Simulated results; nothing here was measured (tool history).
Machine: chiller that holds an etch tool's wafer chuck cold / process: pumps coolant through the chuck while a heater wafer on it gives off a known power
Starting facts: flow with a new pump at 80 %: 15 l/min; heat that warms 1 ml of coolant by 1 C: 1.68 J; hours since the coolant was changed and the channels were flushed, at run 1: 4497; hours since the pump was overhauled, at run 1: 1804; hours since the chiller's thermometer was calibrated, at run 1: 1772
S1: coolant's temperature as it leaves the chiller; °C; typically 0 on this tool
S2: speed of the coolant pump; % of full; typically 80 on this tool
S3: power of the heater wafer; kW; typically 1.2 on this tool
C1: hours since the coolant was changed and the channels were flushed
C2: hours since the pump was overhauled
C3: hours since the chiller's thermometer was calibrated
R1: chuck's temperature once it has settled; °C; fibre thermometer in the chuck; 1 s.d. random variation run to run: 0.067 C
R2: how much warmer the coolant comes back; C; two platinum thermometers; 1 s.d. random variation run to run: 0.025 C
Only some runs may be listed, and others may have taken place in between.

{"run": 1, "day": 0.0, "S1": 0, "S2": 80, "S3": 1.2, "C1": 4497, "C2": 1804, "C3": 1772, "R1": 7.87, "R2": 2.89}
{"run": 2, "day": 2.004, "S1": 0, "S2": 80, "S3": 1.2, "C1": 4545, "C2": 1852, "C3": 1820, "R1": 7.88, "R2": 2.89}
{"run": 3, "day": 3.588, "S1": 9, "S2": 80, "S3": 1.2, "C1": 4583, "C2": 1891, "C3": 1858, "R1": 16.85, "R2": 2.86}
{"run": 4, "day": 6.058, "S1": 9, "S2": 80, "S3": 1.2, "C1": 4642, "C2": 1950, "C3": 1918, "R1": 16.93, "R2": 2.91}
{"run": 5, "day": 8.138, "S1": 2, "S2": 80, "S3": 1.2, "C1": 4692, "C2": 2000, "C3": 1968, "R1": 9.92, "R2": 2.91}
{"run": 6, "day": 10.704, "S1": 2, "S2": 80, "S3": 1.2, "C1": 4754, "C2": 2061, "C3": 2029, "R1": 9.86, "R2": 2.89}
{"run": 7, "day": 13.704, "S1": 2, "S2": 80, "S3": 1.2, "C1": 4826, "C2": 2133, "C3": 2101, "R1": 9.85, "R2": 2.93}
{"run": 8, "day": 15.438, "S1": 2, "S2": 80, "S3": 1.2, "C1": 4868, "C2": 2175, "C3": 2143, "R1": 10.03, "R2": 2.94}
{"run": 9, "day": 18.05, "S1": 0, "S2": 80, "S3": 1.2, "C1": 4930, "C2": 2238, "C3": 2205, "R1": 7.97, "R2": 2.94}
{"run": 10, "day": 19.608, "S1": 0, "S2": 80, "S3": 1.2, "C1": 4968, "C2": 2275, "C3": 2243, "R1": 7.94, "R2": 2.94}
{"run": 11, "day": 21.05, "S1": -1, "S2": 80, "S3": 1.2, "C1": 5002, "C2": 2310, "C3": 2277, "R1": 6.94, "R2": 2.95}
{"run": 12, "day": 22.875, "S1": -1, "S2": 80, "S3": 1.2, "C1": 5046, "C2": 2353, "C3": 2321, "R1": 6.96, "R2": 2.96}
{"run": 13, "day": 25.25, "S1": 0, "S2": 80, "S3": 1.2, "C1": 5103, "C2": 2410, "C3": 2378, "R1": 7.9, "R2": 2.97}
{"run": 14, "day": 27.275, "S1": 0, "S2": 80, "S3": 1.2, "C1": 5152, "C2": 2459, "C3": 2427, "R1": 7.85, "R2": 3}
{"run": 15, "day": 29.412, "S1": 0, "S2": 80, "S3": 1.2, "C1": 5203, "C2": 2510, "C3": 2478, "R1": 7.87, "R2": 2.97}
{"run": 16, "day": 31.75, "S1": 0, "S2": 80, "S3": 1.2, "C1": 5259, "C2": 2566, "C3": 2534, "R1": 7.93, "R2": 3.01}
{"run": 17, "day": 34.538, "S1": -4, "S2": 80, "S3": 0.712, "C1": 5326, "C2": 2633, "C3": 2601, "R1": 0.71, "R2": 1.86}
{"run": 18, "day": 36.742, "S1": 0, "S2": 74, "S3": 0.854, "C1": 5379, "C2": 2686, "C3": 2654, "R1": 5.9, "R2": 2.35}
{"run": 19, "day": 38.575, "S1": 0, "S2": 63, "S3": 1.335, "C1": 5423, "C2": 2730, "C3": 2698, "R1": 10.73, "R2": 4.34}
{"run": 20, "day": 41.042, "S1": -4, "S2": 73, "S3": 0.703, "C1": 5482, "C2": 2789, "C3": 2757, "R1": 0.98, "R2": 2.03}
{"run": 21, "day": 42.842, "S1": -9, "S2": 73, "S3": 0.703, "C1": 5525, "C2": 2833, "C3": 2800, "R1": -4.05, "R2": 2.07}
{"run": 22, "day": 44.612, "S1": -7, "S2": 80, "S3": 1.679, "C1": 5568, "C2": 2875, "C3": 2843, "R1": 4.13, "R2": 4.18}
{"run": 23, "day": 46.246, "S1": 0, "S2": 80, "S3": 1.519, "C1": 5607, "C2": 2914, "C3": 2882, "R1": 9.96, "R2": 3.82}
{"day": 46.933, "done": "gauge calibrated"}
{"run": 24, "day": 49.2, "S1": 0, "S2": 80, "S3": 1.519, "C1": 5678, "C2": 2985, "C3": 2953, "R1": 10.09, "R2": 3.62}
{"run": 25, "day": 51.158, "S1": -6, "S2": 94, "S3": 1.2, "C1": 5725, "C2": 3032, "C3": 3000, "R1": 0.87, "R2": 2.41}
{"run": 26, "day": 52.658, "S1": 9, "S2": 84, "S3": 0.764, "C1": 5761, "C2": 3068, "C3": 3036, "R1": 13.81, "R2": 1.8}
{"run": 27, "day": 54.225, "S1": 0, "S2": 88, "S3": 1.723, "C1": 5798, "C2": 3106, "C3": 3074, "R1": 10.57, "R2": 3.69}
{"run": 28, "day": 57.075, "S1": 2, "S2": 66, "S3": 1.78, "C1": 5867, "C2": 3174, "C3": 3142, "R1": 15.62, "R2": 5.34}
{"run": 29, "day": 59.967, "S1": -1, "S2": 68, "S3": 0.984, "C1": 5936, "C2": 3244, "C3": 3211, "R1": 6.25, "R2": 2.93}
{"run": 30, "day": 61.817, "S1": 1, "S2": 84, "S3": 1.416, "C1": 5981, "C2": 3288, "C3": 3256, "R1": 10.02, "R2": 3.24}
{"run": 31, "day": 63.792, "S1": 0, "S2": 96, "S3": 1.069, "C1": 6028, "C2": 3335, "C3": 3303, "R1": 6.24, "R2": 2.15}

Below are 5 alternative next runs, each starting from the tool's condition after run 31. Predict each:
{"run": "A", "day": 66.812, "S1": -3, "S2": 83, "S3": 1.335, "C1": 6101, "C2": 3408, "C3": 3376, "R1": "?", "R2": "?"}
{"run": "B", "day": 66.812, "S1": 6, "S2": 74, "S3": 0.707, "C1": 6101, "C2": 3408, "C3": 3376, "R1": "?", "R2": "?"}
{"run": "C", "day": 66.812, "S1": 6, "S2": 83, "S3": 0.63, "C1": 6101, "C2": 3408, "C3": 3376, "R1": "?", "R2": "?"}
{"run": "D", "day": 66.812, "S1": -8, "S2": 96, "S3": 0.847, "C1": 6101, "C2": 3408, "C3": 3376, "R1": "?", "R2": "?"}
{"run": "E", "day": 66.812, "S1": 0, "S2": 98, "S3": 1.046, "C1": 6101, "C2": 3408, "C3": 3376, "R1": "?", "R2": "?"}

run=A R1=5.47 R2=3.18
run=B R1=10.9 R2=1.94
run=C R1=10.02 R2=1.5
run=D R1=-3.05 R2=1.73
run=E R1=5.84 R2=2.05
Stripped of hidden state, with their random variation kept, the same runs would have yielded:
run=A R1=5.45 R2=3.09
run=B R1=10.89 R2=1.85
run=C R1=10.01 R2=1.42
run=D R1=-3.05 R2=1.64
run=E R1=5.83 R2=1.97
